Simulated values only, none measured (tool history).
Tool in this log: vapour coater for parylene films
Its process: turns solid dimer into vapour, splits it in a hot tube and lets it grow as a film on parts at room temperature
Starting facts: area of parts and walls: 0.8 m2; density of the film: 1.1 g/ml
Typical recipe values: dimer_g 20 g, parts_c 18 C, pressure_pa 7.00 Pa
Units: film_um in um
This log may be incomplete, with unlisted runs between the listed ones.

run 1 hour=0.0 | dimer_g=20 parts_c=18 pressure_pa=7.00 | film_um=14.66
run 2 hour=30.7 | dimer_g=20 parts_c=18 pressure_pa=7.00 | film_um=14.73
run 3 hour=73.4 | dimer_g=20 parts_c=18 pressure_pa=7.00 | film_um=14.53
run 4 hour=116.3 | dimer_g=10 parts_c=18 pressure_pa=7.00 | film_um=7.21
run 5 hour=143.3 | dimer_g=10 parts_c=18 pressure_pa=7.00 | film_um=7.17
run 6 hour=172.5 | dimer_g=10 parts_c=18 pressure_pa=7.00 | film_um=7.13
run 7 hour=218.5 | dimer_g=10 parts_c=18 pressure_pa=7.00 | film_um=7.15
run 8 hour=241.4 | dimer_g=23 parts_c=18 pressure_pa=7.00 | film_um=16.15
run 9 hour=265.9 | dimer_g=23 parts_c=18 pressure_pa=7.00 | film_um=16.41
run 10 hour=292.7 | dimer_g=23 parts_c=18 pressure_pa=7.00 | film_um=16.29
run 11 hour=337.6 | dimer_g=23 parts_c=18 pressure_pa=7.00 | film_um=16.37
run 12 hour=373.3 | dimer_g=23 parts_c=18 pressure_pa=4.01 | film_um=17.45
run 13 hour=397.8 | dimer_g=23 parts_c=18 pressure_pa=4.01 | film_um=17.68
run 14 hour=430.7 | dimer_g=20 parts_c=18 pressure_pa=11.95 | film_um=12.47
run 15 hour=465.7 | dimer_g=20 parts_c=18 pressure_pa=4.91 | film_um=14.54
run 16 hour=486.9 | dimer_g=20 parts_c=18 pressure_pa=4.91 | film_um=14.41
run 17 hour=524.9 | dimer_g=20 parts_c=18 pressure_pa=7.00 | film_um=13.57
run 18 hour=561.6 | dimer_g=20 parts_c=18 pressure_pa=7.00 | film_um=13.54
-- hour=570.0 trap's valve overhauled
run 19 hour=597.4 | dimer_g=20 parts_c=18 pressure_pa=8.06 | film_um=12.76
run 20 hour=627.0 | dimer_g=20 parts_c=18 pressure_pa=8.06 | film_um=12.81
run 21 hour=669.6 | dimer_g=20 parts_c=12 pressure_pa=7.00 | film_um=15.41
run 22 hour=698.7 | dimer_g=20 parts_c=11 pressure_pa=7.00 | film_um=15.99
run 23 hour=728.1 | dimer_g=20 parts_c=13 pressure_pa=5.54 | film_um=15.64
run 24 hour=749.5 | dimer_g=19 parts_c=25 pressure_pa=8.01 | film_um=9.88
run 25 hour=789.5 | dimer_g=19 parts_c=25 pressure_pa=8.01 | film_um=9.80
run 26 hour=825.0 | dimer_g=25 parts_c=15 pressure_pa=5.60 | film_um=17.78
-- hour=841.6 trap's valve overhauled, once more
run 27 hour=860.2 | dimer_g=15 parts_c=15 pressure_pa=5.60 | film_um=13.21
run 28 hour=897.7 | dimer_g=15 parts_c=25 pressure_pa=2.56 | film_um=11.26
run 29 hour=935.5 | dimer_g=20 parts_c=20 pressure_pa=7.00 | film_um=14.31
run 30 hour=959.9 | dimer_g=33 parts_c=28 pressure_pa=3.85 | film_um=21.07
run 31 hour=997.6 | dimer_g=32 parts_c=22 pressure_pa=10.60 | film_um=20.20
run 32 hour=1018.4 | dimer_g=14 parts_c=12 pressure_pa=10.60 | film_um=11.68
run 33 hour=1040.7 | dimer_g=14 parts_c=12 pressure_pa=10.60 | film_um=11.46
run 34 hour=1081.9 | dimer_g=14 parts_c=14 pressure_pa=10.60 | film_um=11.02
run 35 hour=1121.2 | dimer_g=28 parts_c=21 pressure_pa=8.71 | film_um=18.59
run 36 hour=1163.8 | dimer_g=33 parts_c=10 pressure_pa=9.03 | film_um=29.43
run 37 hour=1196.4 | dimer_g=10 parts_c=30 pressure_pa=7.00 | film_um=5.28
run 38 hour=1230.3 | dimer_g=10 parts_c=30 pressure_pa=7.00 | film_um=5.19
run 39 hour=1267.8 | dimer_g=10 parts_c=28 pressure_pa=2.12 | film_um=6.84
run 40 hour=1311.8 | dimer_g=26 parts_c=19 pressure_pa=6.92 | film_um=18.44
run 41 hour=1341.4 | dimer_g=8 parts_c=18 pressure_pa=2.41 | film_um=6.95

Consider 3 possible next runs. They are alternatives, not a sequence: every one starts from the tool as it was left by run 41. What does each give?
run A hour=1361.2 | dimer_g=8 parts_c=25 pressure_pa=4.05 | film_um=?
run B hour=1361.2 | dimer_g=17 parts_c=17 pressure_pa=4.44 | film_um=?
run C hour=1361.2 | dimer_g=20 parts_c=22 pressure_pa=7.00 | film_um=?

run=A film_um=5.31
run=B film_um=13.54
run=C film_um=12.84
Without the tool's hidden state the same runs would have given:
run=A film_um=5.68
run=B film_um=14.49
run=C film_um=13.73

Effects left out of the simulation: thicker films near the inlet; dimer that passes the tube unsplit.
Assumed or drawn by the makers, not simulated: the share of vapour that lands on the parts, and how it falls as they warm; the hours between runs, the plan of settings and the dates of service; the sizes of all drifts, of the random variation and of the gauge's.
